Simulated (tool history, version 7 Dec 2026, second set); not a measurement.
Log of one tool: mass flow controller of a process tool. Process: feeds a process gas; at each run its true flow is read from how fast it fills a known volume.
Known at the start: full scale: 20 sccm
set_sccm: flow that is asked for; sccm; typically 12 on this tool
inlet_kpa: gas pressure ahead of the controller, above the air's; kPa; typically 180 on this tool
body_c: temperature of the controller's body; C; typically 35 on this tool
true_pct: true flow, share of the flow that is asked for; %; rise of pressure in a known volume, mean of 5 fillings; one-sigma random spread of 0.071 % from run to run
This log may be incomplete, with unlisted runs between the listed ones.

run    hour  set_sccm  inlet_kpa  body_c  true_pct
  1     0.0        12        180      35     96.35
  2   195.1         2        180      35     85.55
  3   390.8         2        180      35     85.41
  4   533.3        12        180      35     96.28
  5   699.9        12        180      35     96.36
  6   822.4        12        180      35     96.15
  7   940.4        12        180      35     96.16
  8  1101.0        12        180      35     96.27
  9  1228.8        12        180      35     96.34
 10  1345.4        12        180      25     95.33
 11  1531.3        12        180      22     95.16
 12  1697.9        12        180      22     95.14
 13  1878.4        12        180      35     96.15
 14  2022.1        12        180      35     96.03
 15  2153.1        12        180      35     96.15
 16  2350.1        12        265      35     95.78
 17  2519.8         3        180      35     88.78
 18  2704.0         7        180      40     94.65
 19  2908.7         7        180      40     94.49
 20  3065.6        16        180      30     96.32
 21  3263.0        16        180      30     96.18
 22  3380.3         4        255      38     90.93
 23  3565.8         5        236      21     90.86
     3698.1  -- controller exchanged for a calibrated one
 24  3740.2         5        236      21     98.63
 25  3926.5        12        272      37    100.17
 26  4108.7         8        258      40    100.14
 27  4199.8         4        193      29     99.23
 28  4362.1         6        149      37    100.37
 29  4446.0         6        149      37    100.20
 30  4629.1        12        213      35    100.17
 31  4799.0         2        213      35     98.87
 32  4967.3         4        182      27     98.78
 33  5139.6        12        261      34     99.88

Selected run-to-run steps in true_pct, each split into two signed amounts: the part the tool would show with no hidden state at all (from settings, incoming material and random variation), and the remainder, which goes to the hidden state together with any gauge scatter not common to the measured and the hidden-state-free results:
Hidden state present: flow at rest that the sensor doesn't see, % of full scale; true flow over the shown one, %; drift of the gauge itself on true_pct, %.
Run 1 -> 2: set_sccm 12 -> 2. true_pct -10.80 %: hidden state -10.54, all else -0.26.
Run 3 -> 4: set_sccm 2 -> 12. true_pct +10.87 %: hidden state +10.55, all else +0.32.
Run 23 -> 24: controller exchanged for a calibrated one. true_pct +7.77 %: hidden state +7.73, all else +0.04.
